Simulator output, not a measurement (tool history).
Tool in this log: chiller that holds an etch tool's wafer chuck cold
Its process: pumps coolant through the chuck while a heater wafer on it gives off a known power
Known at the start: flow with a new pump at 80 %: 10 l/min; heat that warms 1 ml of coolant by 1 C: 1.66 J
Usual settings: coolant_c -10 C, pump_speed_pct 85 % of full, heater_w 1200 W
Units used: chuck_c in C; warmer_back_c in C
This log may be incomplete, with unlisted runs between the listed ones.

run 1 day=0.000 | coolant_c=-10 pump_speed_pct=85 heater_w=1200 | chuck_c=-1.66 warmer_back_c=4.05
run 2 day=2.729 | coolant_c=-2 pump_speed_pct=85 heater_w=1200 | chuck_c=6.22 warmer_back_c=4.04
run 3 day=4.217 | coolant_c=-10 pump_speed_pct=85 heater_w=1200 | chuck_c=-1.59 warmer_back_c=4.08
run 4 day=6.058 | coolant_c=-10 pump_speed_pct=85 heater_w=1344 | chuck_c=-0.66 warmer_back_c=4.61
run 5 day=8.379 | coolant_c=-10 pump_speed_pct=85 heater_w=1344 | chuck_c=-0.60 warmer_back_c=4.57
run 6 day=10.646 | coolant_c=-10 pump_speed_pct=85 heater_w=1344 | chuck_c=-0.52 warmer_back_c=4.52
run 7 day=13.146 | coolant_c=-10 pump_speed_pct=85 heater_w=1344 | chuck_c=-0.59 warmer_back_c=4.58
run 8 day=15.050 | coolant_c=-10 pump_speed_pct=85 heater_w=1344 | chuck_c=-0.57 warmer_back_c=4.54
run 9 day=17.446 | coolant_c=-10 pump_speed_pct=85 heater_w=1686 | chuck_c=1.80 warmer_back_c=5.74
run 10 day=18.971 | coolant_c=-10 pump_speed_pct=90 heater_w=1200 | chuck_c=-2.05 warmer_back_c=3.83
run 11 day=20.688 | coolant_c=-10 pump_speed_pct=90 heater_w=1200 | chuck_c=-2.08 warmer_back_c=3.85
run 12 day=22.625 | coolant_c=-10 pump_speed_pct=90 heater_w=1200 | chuck_c=-2.08 warmer_back_c=3.88
run 13 day=25.775 | coolant_c=-10 pump_speed_pct=85 heater_w=1200 | chuck_c=-1.52 warmer_back_c=4.08
run 14 day=27.754 | coolant_c=-10 pump_speed_pct=85 heater_w=1200 | chuck_c=-1.54 warmer_back_c=4.08
run 15 day=30.158 | coolant_c=-10 pump_speed_pct=85 heater_w=1200 | chuck_c=-1.50 warmer_back_c=4.05
run 16 day=32.275 | coolant_c=-10 pump_speed_pct=85 heater_w=1200 | chuck_c=-1.48 warmer_back_c=4.08
run 17 day=33.729 | coolant_c=-10 pump_speed_pct=85 heater_w=1773 | chuck_c=2.55 warmer_back_c=6.10
run 18 day=36.067 | coolant_c=-10 pump_speed_pct=75 heater_w=1200 | chuck_c=-0.38 warmer_back_c=4.69
run 19 day=37.917 | coolant_c=-10 pump_speed_pct=82 heater_w=1297 | chuck_c=-0.43 warmer_back_c=4.60
run 20 day=40.017 | coolant_c=-10 pump_speed_pct=82 heater_w=1297 | chuck_c=-0.44 warmer_back_c=4.66
run 21 day=42.429 | coolant_c=-9 pump_speed_pct=72 heater_w=1481 | chuck_c=3.57 warmer_back_c=6.15
run 22 day=44.125 | coolant_c=-20 pump_speed_pct=72 heater_w=1200 | chuck_c=-9.93 warmer_back_c=4.93
run 23 day=45.458 | coolant_c=-13 pump_speed_pct=77 heater_w=1437 | chuck_c=-1.62 warmer_back_c=5.52
run 24 day=47.483 | coolant_c=-11 pump_speed_pct=60 heater_w=1314 | chuck_c=2.38 warmer_back_c=6.58
run 25 day=50.283 | coolant_c=-10 pump_speed_pct=81 heater_w=1708 | chuck_c=2.84 warmer_back_c=6.16
run 26 day=53.075 | coolant_c=-10 pump_speed_pct=81 heater_w=1708 | chuck_c=2.86 warmer_back_c=6.20
run 27 day=56.125 | coolant_c=-15 pump_speed_pct=73 heater_w=1530 | chuck_c=-2.18 warmer_back_c=6.21
run 28 day=58.492 | coolant_c=-15 pump_speed_pct=73 heater_w=1530 | chuck_c=-2.12 warmer_back_c=6.22
run 29 day=61.454 | coolant_c=-15 pump_speed_pct=89 heater_w=868 | chuck_c=-9.02 warmer_back_c=2.83
run 30 day=62.829 | coolant_c=-16 pump_speed_pct=88 heater_w=1548 | chuck_c=-5.23 warmer_back_c=5.13
run 31 day=64.596 | coolant_c=-17 pump_speed_pct=64 heater_w=1151 | chuck_c=-5.95 warmer_back_c=5.41
run 32 day=67.333 | coolant_c=-17 pump_speed_pct=64 heater_w=1151 | chuck_c=-5.87 warmer_back_c=5.40

Here are 4 independent what-if runs from the current tool condition. What would each one return?
run A day=69.629 | coolant_c=-10 pump_speed_pct=91 heater_w=1232 | chuck_c=? warmer_back_c=?
run B day=69.629 | coolant_c=-1 pump_speed_pct=91 heater_w=643 | chuck_c=? warmer_back_c=?
run C day=69.629 | coolant_c=-17 pump_speed_pct=64 heater_w=1553 | chuck_c=? warmer_back_c=?
run D day=69.629 | coolant_c=-18 pump_speed_pct=75 heater_w=1200 | chuck_c=? warmer_back_c=?

run=A chuck_c=-1.58 warmer_back_c=3.94
run=B chuck_c=3.35 warmer_back_c=2.05
run=C chuck_c=-2.03 warmer_back_c=7.35
run=D chuck_c=-8.13 warmer_back_c=4.78
Take away the tool's hidden state, keep each run's random variation, and the runs would have read:
run=A chuck_c=-2.30 warmer_back_c=3.87
run=B chuck_c=2.96 warmer_back_c=2.01
run=C chuck_c=-3.29 warmer_back_c=7.22
run=D chuck_c=-8.97 warmer_back_c=4.70
